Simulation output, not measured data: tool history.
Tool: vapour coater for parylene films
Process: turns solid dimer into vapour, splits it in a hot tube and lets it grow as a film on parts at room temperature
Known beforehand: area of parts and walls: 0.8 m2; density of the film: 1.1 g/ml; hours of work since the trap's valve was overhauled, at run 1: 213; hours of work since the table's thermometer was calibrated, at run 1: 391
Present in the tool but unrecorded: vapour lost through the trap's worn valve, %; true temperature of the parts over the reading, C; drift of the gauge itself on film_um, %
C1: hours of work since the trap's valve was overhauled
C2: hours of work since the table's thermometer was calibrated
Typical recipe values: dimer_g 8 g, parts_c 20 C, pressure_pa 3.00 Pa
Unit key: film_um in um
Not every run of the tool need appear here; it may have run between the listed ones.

{"run": 1, "hour": 0.0, "dimer_g": 8, "parts_c": 20, "pressure_pa": 3.0, "C1": 213, "C2": 391, "film_um": 6.83}
{"run": 2, "hour": 20.8, "dimer_g": 8, "parts_c": 20, "pressure_pa": 9.18, "C1": 229, "C2": 407, "film_um": 5.92}
{"run": 3, "hour": 39.2, "dimer_g": 8, "parts_c": 20, "pressure_pa": 9.18, "C1": 242, "C2": 421, "film_um": 5.86}
{"hour": 57.3, "done": "trap's valve overhauled"}
{"run": 4, "hour": 70.7, "dimer_g": 8, "parts_c": 22, "pressure_pa": 9.18, "C1": 10, "C2": 441, "film_um": 5.78}
{"run": 5, "hour": 97.4, "dimer_g": 13, "parts_c": 20, "pressure_pa": 3.0, "C1": 30, "C2": 461, "film_um": 11.73}
{"run": 6, "hour": 122.2, "dimer_g": 13, "parts_c": 20, "pressure_pa": 3.0, "C1": 49, "C2": 480, "film_um": 11.53}
{"run": 7, "hour": 151.3, "dimer_g": 13, "parts_c": 20, "pressure_pa": 3.0, "C1": 71, "C2": 502, "film_um": 11.62}
{"run": 8, "hour": 179.7, "dimer_g": 13, "parts_c": 20, "pressure_pa": 3.0, "C1": 92, "C2": 523, "film_um": 11.44}
{"run": 9, "hour": 195.2, "dimer_g": 13, "parts_c": 20, "pressure_pa": 3.0, "C1": 104, "C2": 535, "film_um": 11.47}
{"run": 10, "hour": 221.6, "dimer_g": 8, "parts_c": 17, "pressure_pa": 3.09, "C1": 124, "C2": 555, "film_um": 7.94}
{"run": 11, "hour": 251.2, "dimer_g": 8, "parts_c": 16, "pressure_pa": 4.67, "C1": 146, "C2": 577, "film_um": 7.89}
{"run": 12, "hour": 273.2, "dimer_g": 4, "parts_c": 20, "pressure_pa": 4.02, "C1": 163, "C2": 594, "film_um": 3.29}
{"run": 13, "hour": 298.5, "dimer_g": 5, "parts_c": 21, "pressure_pa": 3.27, "C1": 182, "C2": 613, "film_um": 4.03}
{"run": 14, "hour": 331.0, "dimer_g": 8, "parts_c": 15, "pressure_pa": 3.82, "C1": 206, "C2": 637, "film_um": 8.19}

For run 15, what comes out?
{"run": 15, "hour": 355.3, "dimer_g": 7, "parts_c": 20, "pressure_pa": 3.0, "C1": 225, "C2": 656, "film_um": "?"}

film_um: 5.78 um
With no hidden state in the tool, this same run would have given film_um 6.10 um.
